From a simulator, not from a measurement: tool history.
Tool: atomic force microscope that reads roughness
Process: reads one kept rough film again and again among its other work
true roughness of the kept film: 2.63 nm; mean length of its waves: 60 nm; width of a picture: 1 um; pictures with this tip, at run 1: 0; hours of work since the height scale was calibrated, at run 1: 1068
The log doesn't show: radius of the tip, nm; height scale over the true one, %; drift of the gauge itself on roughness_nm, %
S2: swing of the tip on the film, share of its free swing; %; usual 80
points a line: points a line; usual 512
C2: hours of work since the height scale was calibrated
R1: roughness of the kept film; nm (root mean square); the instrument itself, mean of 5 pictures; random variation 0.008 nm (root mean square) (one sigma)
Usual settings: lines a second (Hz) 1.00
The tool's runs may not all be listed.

Run 1, hour 0.0: usual settings; pictures with this tip 0; C2 1068. Result: R1 2.358 nm (root mean square).
Run 2, hour 33.7: usual settings; pictures with this tip 37; C2 1083. Result: R1 2.361 nm (root mean square).
Run 3, hour 66.0: usual settings but points a line 309; pictures with this tip 72; C2 1096. Result: R1 2.369 nm (root mean square).
At hour 100.9: new tip fitted.
Run 4, hour 109.2: usual settings but lines a second (Hz) 0.62, points a line 309; pictures with this tip 9; C2 1114. Result: R1 2.454 nm (root mean square).
Run 5, hour 140.3: usual settings; pictures with this tip 43; C2 1127. Result: R1 2.372 nm (root mean square).
Run 6, hour 179.8: usual settings but S2 87 %; pictures with this tip 86; C2 1144. Result: R1 2.275 nm (root mean square).
At hour 197.0: new tip fitted.
Run 7, hour 238.3: usual settings but lines a second (Hz) 0.97; pictures with this tip 45; C2 1169. Result: R1 2.387 nm (root mean square).
Run 8, hour 281.2: usual settings but lines a second (Hz) 0.97; pictures with this tip 92; C2 1187. Result: R1 2.381 nm (root mean square).
At hour 294.5: new tip fitted.
Run 9, hour 325.3: usual settings; pictures with this tip 33; C2 1205. Result: R1 2.370 nm (root mean square).
At hour 392.9: new tip fitted.
Run 10, hour 392.9: usual settings but points a line 920; pictures with this tip 0; C2 1233. Result: R1 2.363 nm (root mean square).
Run 11, hour 438.4: usual settings but points a line 920; pictures with this tip 50; C2 1253. Result: R1 2.379 nm (root mean square).
Run 12, hour 470.1: usual settings but points a line 920; pictures with this tip 85; C2 1266. Result: R1 2.356 nm (root mean square).
At hour 490.5: new tip fitted.
Run 13, hour 532.9: usual settings but points a line 920; pictures with this tip 46; C2 1292. Result: R1 2.377 nm (root mean square).
At hour 586.8: new tip fitted.
Run 14, hour 599.7: usual settings; pictures with this tip 14; C2 1320. Result: R1 2.370 nm (root mean square).
Run 15, hour 631.7: usual settings; pictures with this tip 48; C2 1334. Result: R1 2.361 nm (root mean square).
Run 16, hour 677.8: usual settings; pictures with this tip 99; C2 1353. Result: R1 2.377 nm (root mean square).
At hour 688.4: new tip fitted.
Run 17, hour 736.1: usual settings; pictures with this tip 52; C2 1378. Result: R1 2.375 nm (root mean square).
Run 18, hour 773.6: usual settings but lines a second (Hz) 3.18; pictures with this tip 92; C2 1394. Result: R1 2.004 nm (root mean square).
At hour 789.3: new tip fitted.
Run 19, hour 811.8: usual settings but lines a second (Hz) 3.18; pictures with this tip 24; C2 1410. Result: R1 2.022 nm (root mean square).
Run 20, hour 863.5: usual settings but lines a second (Hz) 3.18; pictures with this tip 81; C2 1432. Result: R1 2.017 nm (root mean square).
At hour 889.4: new tip fitted.
Run 21, hour 904.6: usual settings; pictures with this tip 17; C2 1449. Result: R1 2.392 nm (root mean square).
Run 22, hour 969.3: usual settings but lines a second (Hz) 0.62, points a line 912; pictures with this tip 87; C2 1476. Result: R1 2.459 nm (root mean square).
At hour 987.2: new tip fitted.
Run 23, hour 1031.2: usual settings but lines a second (Hz) 1.49, S2 86 %, points a line 912; pictures with this tip 48; C2 1502. Result: R1 2.194 nm (root mean square).
At hour 1083.8: new tip fitted.
Run 24, hour 1087.1: usual settings but lines a second (Hz) 1.44, S2 86 %, points a line 1017; pictures with this tip 4; C2 1525. Result: R1 2.218 nm (root mean square).
Run 25, hour 1115.8: usual settings but lines a second (Hz) 2.04, S2 82 %, points a line 281; pictures with this tip 35; C2 1537. Result: R1 2.150 nm (root mean square).
Run 26, hour 1171.5: usual settings but lines a second (Hz) 1.05; pictures with this tip 96; C2 1561. Result: R1 2.352 nm (root mean square).
At hour 1182.0: new tip fitted.
Run 27, hour 1205.5: usual settings but lines a second (Hz) 1.05, points a line 888; pictures with this tip 26; C2 1575. Result: R1 2.357 nm (root mean square).
Run 28, hour 1274.7: usual settings but lines a second (Hz) 1.05, points a line 888; pictures with this tip 101; C2 1604. Result: R1 2.346 nm (root mean square).
At hour 1279.6: new tip fitted.
Run 29, hour 1323.0: usual settings but S2 62 %, points a line 551; pictures with this tip 48; C2 1625. Result: R1 2.497 nm (root mean square).
Run 30, hour 1358.7: usual settings but S2 62 %, points a line 551; pictures with this tip 86; C2 1640. Result: R1 2.499 nm (root mean square).
At hour 1377.4: new tip fitted.
Run 31, hour 1406.0: usual settings but lines a second (Hz) 1.83, S2 89 %, points a line 284; pictures with this tip 31; C2 1660. Result: R1 2.066 nm (root mean square).
Run 32, hour 1461.3: usual settings but lines a second (Hz) 1.83, S2 89 %, points a line 284; pictures with this tip 92; C2 1683. Result: R1 2.059 nm (root mean square).
At hour 1475.9: new tip fitted.
Run 33, hour 1519.2: usual settings but S2 74 %, points a line 560; pictures with this tip 47; C2 1707. Result: R1 2.411 nm (root mean square).
At hour 1574.5: new tip fitted.
Run 34, hour 1580.2: usual settings but lines a second (Hz) 1.29, S2 62 %, points a line 447; pictures with this tip 6; C2 1733. Result: R1 2.499 nm (root mean square).
Run 35, hour 1638.1: usual settings but points a line 295; pictures with this tip 69; C2 1757. Result: R1 2.365 nm (root mean square).
Run 36, hour 1668.2: usual settings but lines a second (Hz) 3.02, S2 60 %, points a line 337; pictures with this tip 102; C2 1770. Result: R1 2.363 nm (root mean square).
At hour 1672.8: new tip fitted.
Run 37, hour 1704.5: usual settings but lines a second (Hz) 3.88, S2 87 %, points a line 318; pictures with this tip 35; C2 1785. Result: R1 1.740 nm (root mean square).
Run 38, hour 1742.8: usual settings but lines a second (Hz) 1.31, S2 71 %, points a line 338; pictures with this tip 77; C2 1801. Result: R1 2.411 nm (root mean square).
At hour 1770.0: new tip fitted.
Run 39, hour 1799.7: usual settings but S2 58 %, points a line 699; pictures with this tip 32; C2 1825. Result: R1 2.528 nm (root mean square).
Run 40, hour 1840.5: usual settings but lines a second (Hz) 1.12, S2 65 %, points a line 448; pictures with this tip 76; C2 1842. Result: R1 2.477 nm (root mean square).
At hour 1867.6: new tip fitted.
Run 41, hour 1895.1: usual settings but lines a second (Hz) 1.70, S2 68 %, points a line 845; pictures with this tip 30; C2 1865. Result: R1 2.394 nm (root mean square).
Run 42, hour 1933.2: usual settings but lines a second (Hz) 1.70, S2 68 %, points a line 845; pictures with this tip 72; C2 1881. Result: R1 2.400 nm (root mean square).

Forecast each of these 4 alternatives for the next run:
At hour 1964.5: new tip fitted.
Run A, hour 1991.7: usual settings but lines a second (Hz) 0.81; pictures with this tip 30; C2 1906. Result: R1 ?.
At hour 1964.5: new tip fitted.
Run B, hour 1991.7: usual settings but lines a second (Hz) 0.99, S2 57 %; pictures with this tip 30; C2 1906. Result: R1 ?.
At hour 1964.5: new tip fitted.
Run C, hour 1991.7: usual settings but lines a second (Hz) 1.70, S2 66 %, points a line 306; pictures with this tip 30; C2 1906. Result: R1 ?.
At hour 1964.5: new tip fitted.
Run D, hour 1991.7: usual settings but lines a second (Hz) 0.96; pictures with this tip 30; C2 1906. Result: R1 ?.

run     R1
  A  2.426
  B  2.528
  C  2.416
  D  2.378
Without the tool's hidden state the same runs would have given:
run     R1
  A  2.422
  B  2.524
  C  2.412
  D  2.374
